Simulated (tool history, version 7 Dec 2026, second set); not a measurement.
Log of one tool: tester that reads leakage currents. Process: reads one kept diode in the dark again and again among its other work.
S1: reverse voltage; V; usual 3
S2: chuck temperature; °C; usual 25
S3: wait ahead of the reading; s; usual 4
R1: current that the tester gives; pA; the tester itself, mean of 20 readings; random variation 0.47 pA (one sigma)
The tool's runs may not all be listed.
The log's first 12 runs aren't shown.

run,hour,S1,S2,S3,R1
13,535.3,3,25,4,138.65
14,580.6,3,25,4,139.05
15,639,3,21,4,95.04
16,689.4,3,25,4,137.76
17,744.3,3,49,4,1090.51
18,773.3,3,49,4,1086.53
19,814.3,3,49,4,1092.96
20,850.5,3,25,4,137.18
# hour 856.8: probe card cleaned and baked
21,897.8,3,43,1.13,668.74
22,948.1,1.98,30,1.74,182.81

Run 23 comes next. What will it give?
# hour 983.5: chuck's temperature calibrated
23,1007.3,3,20,4,?

{"run 23": {"R1": 103.31}}
Without the tool's hidden state the same run would have given R1 98.89 pA.
